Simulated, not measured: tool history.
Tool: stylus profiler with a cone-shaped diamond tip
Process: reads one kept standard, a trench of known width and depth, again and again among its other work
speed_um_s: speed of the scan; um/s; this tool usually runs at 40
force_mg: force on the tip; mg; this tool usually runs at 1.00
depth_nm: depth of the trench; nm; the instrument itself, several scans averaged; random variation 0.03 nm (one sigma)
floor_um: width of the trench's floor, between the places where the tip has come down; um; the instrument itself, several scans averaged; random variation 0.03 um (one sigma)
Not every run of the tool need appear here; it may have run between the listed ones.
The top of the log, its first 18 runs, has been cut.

run     day  speed_um_s  force_mg  depth_nm  floor_um
     11.092  -- height scale calibrated on a step standard, once more
 19  11.354          22      1.88    201.69     47.00
 20  12.196         141      0.48    200.74     46.26
 21  12.883         141      0.48    200.69     46.22
 22  13.504          81      1.18    201.25     46.76
 23  14.233          81      1.18    201.29     46.70
 24  14.971          83      0.34    200.60     46.46
 25  15.338          83      0.34    200.52     46.45
 26  15.767          83      0.71    200.95     46.64
 27  16.296          83      0.71    200.95     46.66
 28  17.033         122      1.95    201.75     46.65
 29  17.754         122      1.95    201.77     46.69
 30  18.346         122      1.95    201.73     46.63
 31  19.196         122      1.95    201.72     46.63
 32  19.671          23      1.77    201.67     46.91
 33  20.054          66      0.49    200.79     46.61

3 ways to go on from here, each from the tool as it stands after run 33. What would each give?
  A  20.592          37      0.40         ?         ?
  B  20.592          83      1.20         ?         ?
  C  20.592         105      1.39         ?         ?

run  depth_nm  floor_um
  A    200.67     46.67
  B    201.32     46.71
  C    201.42     46.67
Without the tool's hidden state the same runs would have given:
run  depth_nm  floor_um
  A    200.55     46.92
  B    201.20     46.95
  C    201.31     46.91
